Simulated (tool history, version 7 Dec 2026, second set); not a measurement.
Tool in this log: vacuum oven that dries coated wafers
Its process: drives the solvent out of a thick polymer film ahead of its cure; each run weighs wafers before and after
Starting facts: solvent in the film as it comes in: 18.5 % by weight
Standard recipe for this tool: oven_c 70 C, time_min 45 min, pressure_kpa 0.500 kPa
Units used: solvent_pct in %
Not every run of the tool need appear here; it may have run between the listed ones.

run	hour	oven_c	time_min	pressure_kpa	solvent_pct
1	0.0	70	45	0.500	2.11
2	24.8	70	45	0.500	2.07
3	46.5	70	45	0.500	2.12
4	71.5	70	45	0.500	2.05
5	85.6	70	45	0.500	2.08
6	99.5	70	45	0.500	2.05
7	125.4	70	45	0.500	2.09
8	141.8	70	45	0.500	2.05
9	155.2	70	45	0.266	1.97
# hour 158.7: vacuum gauge cleaned of residue and calibrated
10	175.5	70	45	0.777	2.24
11	199.6	70	45	0.777	2.28
12	217.8	70	45	0.777	2.27
13	239.8	70	45	0.777	2.24
14	263.7	60	58	1.481	3.98
15	279.0	60	58	1.481	4.09
16	306.4	60	58	1.481	4.04
# hour 320.3: vacuum gauge cleaned of residue and calibrated, once more
17	320.3	72	58	1.530	1.35
18	335.6	72	58	0.259	0.80
19	361.9	72	66	0.850	0.90
20	384.6	72	66	0.850	0.83
21	403.1	62	36	0.850	5.45

Expected results for the next run?
22	430.2	62	36	0.850	?

For run 22 the tool returned solvent_pct 5.52 %.
Had the tool carried no hidden state, the very same run would have given solvent_pct 5.25 %.

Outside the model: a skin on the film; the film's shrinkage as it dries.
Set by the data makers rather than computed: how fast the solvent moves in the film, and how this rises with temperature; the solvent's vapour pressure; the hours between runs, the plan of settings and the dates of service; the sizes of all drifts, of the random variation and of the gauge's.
